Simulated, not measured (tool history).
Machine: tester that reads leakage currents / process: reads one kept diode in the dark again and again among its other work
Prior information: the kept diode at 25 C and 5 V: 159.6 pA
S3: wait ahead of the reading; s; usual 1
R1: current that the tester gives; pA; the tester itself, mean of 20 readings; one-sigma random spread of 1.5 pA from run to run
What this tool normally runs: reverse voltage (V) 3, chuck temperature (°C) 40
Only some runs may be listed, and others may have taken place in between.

run 1 day=0 | reverse_voltage_(V)=3 chuck_temperature_(°C)=40 S3=1 | R1=492.01
run 2 day=1.954 | reverse_voltage_(V)=3 chuck_temperature_(°C)=40 S3=1 | R1=491.76
run 3 day=2.942 | reverse_voltage_(V)=3 chuck_temperature_(°C)=40 S3=1 | R1=490.87
run 4 day=4.421 | reverse_voltage_(V)=3 chuck_temperature_(°C)=40 S3=1 | R1=489.8
run 5 day=5.875 | reverse_voltage_(V)=3 chuck_temperature_(°C)=40 S3=1 | R1=488.38
run 6 day=7.821 | reverse_voltage_(V)=14.26 chuck_temperature_(°C)=40 S3=1 | R1=899.3
run 7 day=9.329 | reverse_voltage_(V)=3 chuck_temperature_(°C)=40 S3=1 | R1=490.64
run 8 day=10.842 | reverse_voltage_(V)=3 chuck_temperature_(°C)=40 S3=1 | R1=491.78
run 9 day=11.662 | reverse_voltage_(V)=3 chuck_temperature_(°C)=40 S3=1 | R1=487.33
run 10 day=12.55 | reverse_voltage_(V)=3 chuck_temperature_(°C)=40 S3=1 | R1=491.63
run 11 day=13.454 | reverse_voltage_(V)=3 chuck_temperature_(°C)=40 S3=1 | R1=488.28
run 12 day=15.112 | reverse_voltage_(V)=3 chuck_temperature_(°C)=40 S3=1 | R1=490
run 13 day=16.492 | reverse_voltage_(V)=11.72 chuck_temperature_(°C)=40 S3=1 | R1=833.64
run 14 day=17.792 | reverse_voltage_(V)=11.72 chuck_temperature_(°C)=40 S3=1 | R1=832.46
run 15 day=19.317 | reverse_voltage_(V)=11.72 chuck_temperature_(°C)=53 S3=1 | R1=2353.33
run 16 day=20.692 | reverse_voltage_(V)=11.72 chuck_temperature_(°C)=53 S3=1 | R1=2352.55
run 17 day=22.454 | reverse_voltage_(V)=3 chuck_temperature_(°C)=40 S3=8.38 | R1=487.48
run 18 day=23.296 | reverse_voltage_(V)=3 chuck_temperature_(°C)=40 S3=0.31 | R1=489.72
run 19 day=24.621 | reverse_voltage_(V)=3 chuck_temperature_(°C)=40 S3=0.31 | R1=494.47
run 20 day=26.288 | reverse_voltage_(V)=3 chuck_temperature_(°C)=59 S3=1 | R1=2186.41
run 21 day=27.754 | reverse_voltage_(V)=19.1 chuck_temperature_(°C)=40 S3=1 | R1=1005.27
run 22 day=28.946 | reverse_voltage_(V)=17.67 chuck_temperature_(°C)=20 S3=3.45 | R1=165.57
run 23 day=30.75 | reverse_voltage_(V)=17.67 chuck_temperature_(°C)=46 S3=0.35 | R1=1600.79
run 24 day=31.596 | reverse_voltage_(V)=17.67 chuck_temperature_(°C)=46 S3=0.35 | R1=1608.06
-- day=32.333 chuck's temperature calibrated
run 25 day=32.904 | reverse_voltage_(V)=3 chuck_temperature_(°C)=23 S3=1 | R1=109.94
run 26 day=34.121 | reverse_voltage_(V)=3 chuck_temperature_(°C)=23 S3=1 | R1=110.71
run 27 day=35.5 | reverse_voltage_(V)=3 chuck_temperature_(°C)=23 S3=1 | R1=110.33
-- day=36.354 probe card cleaned and baked
run 28 day=37.138 | reverse_voltage_(V)=3 chuck_temperature_(°C)=46 S3=1 | R1=805
run 29 day=37.929 | reverse_voltage_(V)=3 chuck_temperature_(°C)=46 S3=1 | R1=800.34
run 30 day=39.175 | reverse_voltage_(V)=3 chuck_temperature_(°C)=46 S3=9.73 | R1=796.29
run 31 day=41.004 | reverse_voltage_(V)=2.19 chuck_temperature_(°C)=40 S3=1 | R1=434.83
run 32 day=42.3 | reverse_voltage_(V)=2.19 chuck_temperature_(°C)=40 S3=1 | R1=433.49
run 33 day=43.221 | reverse_voltage_(V)=9.95 chuck_temperature_(°C)=35 S3=0.59 | R1=513.06
run 34 day=44.954 | reverse_voltage_(V)=1.68 chuck_temperature_(°C)=51 S3=6.64 | R1=947.62
run 35 day=45.912 | reverse_voltage_(V)=13.08 chuck_temperature_(°C)=22 S3=1.87 | R1=177.36
run 36 day=47.229 | reverse_voltage_(V)=1.04 chuck_temperature_(°C)=40 S3=1.04 | R1=325.86
run 37 day=48.425 | reverse_voltage_(V)=5.38 chuck_temperature_(°C)=37 S3=9.46 | R1=475.48
run 38 day=49.646 | reverse_voltage_(V)=5.38 chuck_temperature_(°C)=37 S3=9.46 | R1=475.75
run 39 day=51.433 | reverse_voltage_(V)=5.38 chuck_temperature_(°C)=37 S3=9.46 | R1=476.82
run 40 day=52.358 | reverse_voltage_(V)=15.84 chuck_temperature_(°C)=46 S3=1 | R1=1528.26
run 41 day=53.475 | reverse_voltage_(V)=2.18 chuck_temperature_(°C)=21 S3=0.68 | R1=80.85

Predict each of these 3 candidate next runs independently; none follows another, all start after run 41:
run A day=55.338 | reverse_voltage_(V)=3.86 chuck_temperature_(°C)=31 S3=0.48 | R1=?
run B day=55.338 | reverse_voltage_(V)=1.06 chuck_temperature_(°C)=20 S3=0.68 | R1=?
run C day=55.338 | reverse_voltage_(V)=3 chuck_temperature_(°C)=21 S3=1 | R1=?

run=A R1=251.11
run=B R1=55.51
run=C R1=91.1
Without the tool's unlogged condition, the same runs would have read:
run=A R1=250.95
run=B R1=55.47
run=C R1=91.03
